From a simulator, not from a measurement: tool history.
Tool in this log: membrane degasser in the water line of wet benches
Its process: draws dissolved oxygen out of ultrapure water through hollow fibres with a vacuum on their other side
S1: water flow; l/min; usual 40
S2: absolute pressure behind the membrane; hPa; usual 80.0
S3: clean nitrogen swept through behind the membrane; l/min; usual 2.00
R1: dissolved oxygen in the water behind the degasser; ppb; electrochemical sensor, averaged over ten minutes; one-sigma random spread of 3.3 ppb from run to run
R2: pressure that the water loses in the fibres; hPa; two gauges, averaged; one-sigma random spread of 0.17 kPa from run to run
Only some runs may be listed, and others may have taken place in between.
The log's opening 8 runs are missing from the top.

run,day,S1,S2,S3,R1,R2
9,74.054,40,110.9,2.00,454.6,263.9
10,86.575,40,110.9,2.00,449.8,264.2
11,94.838,40,80.0,1.63,370.1,263.4
12,105.542,40,80.0,1.63,365.6,265.6
13,117.475,40,80.0,1.63,371.5,264.6
14,130.900,40,71.7,2.00,290.9,264.7
15,140.158,40,71.7,2.00,294.5,261.1
16,148.462,40,85.8,2.00,350.6,260.7
17,156.992,33,121.4,0.84,703.5,215.0
18,171.167,40,133.5,2.00,547.6,264.1
19,177.154,40,133.5,2.00,534.6,261.6
20,184.650,26,51.6,2.00,81.9,169.7
21,191.429,33,182.1,2.00,590.1,219.1
22,198.112,33,182.1,2.00,584.6,216.8
23,211.525,33,182.1,2.00,594.6,217.4
24,223.567,33,182.1,2.00,593.6,217.0
25,231.417,40,80.0,4.39,222.4,265.8
# day 242.279: seals of the vacuum lines changed
26,245.783,40,80.0,4.39,227.2,260.5
27,259.421,40,80.0,4.39,223.3,262.6
28,271.742,29,80.0,4.39,115.2,192.9
# day 283.338: vacuum gauge calibrated
29,283.808,40,80.0,2.34,305.8,261.7
30,292.138,44,80.0,2.48,352.7,291.0
31,304.050,44,80.0,2.48,343.6,290.7

5 ways to go on from here, each from the tool as it stands after run 31. What would each give?
A,311.008,51,80.0,1.05,?,?
B,311.008,28,80.0,2.48,?,?
C,311.008,32,80.0,1.61,?,?
D,311.008,44,80.0,1.10,?,?
E,311.008,33,60.7,2.00,?,?

run,R1,R2
A,656.1,335.0
B,159.8,185.0
C,261.1,209.3
D,516.2,287.9
E,168.8,216.8
With the hidden condition removed and each run's random variation left untouched, the same runs would have given:
run,R1,R2
A,655.6,334.8
B,159.7,184.9
C,260.9,209.1
D,515.8,287.7
E,168.6,216.7

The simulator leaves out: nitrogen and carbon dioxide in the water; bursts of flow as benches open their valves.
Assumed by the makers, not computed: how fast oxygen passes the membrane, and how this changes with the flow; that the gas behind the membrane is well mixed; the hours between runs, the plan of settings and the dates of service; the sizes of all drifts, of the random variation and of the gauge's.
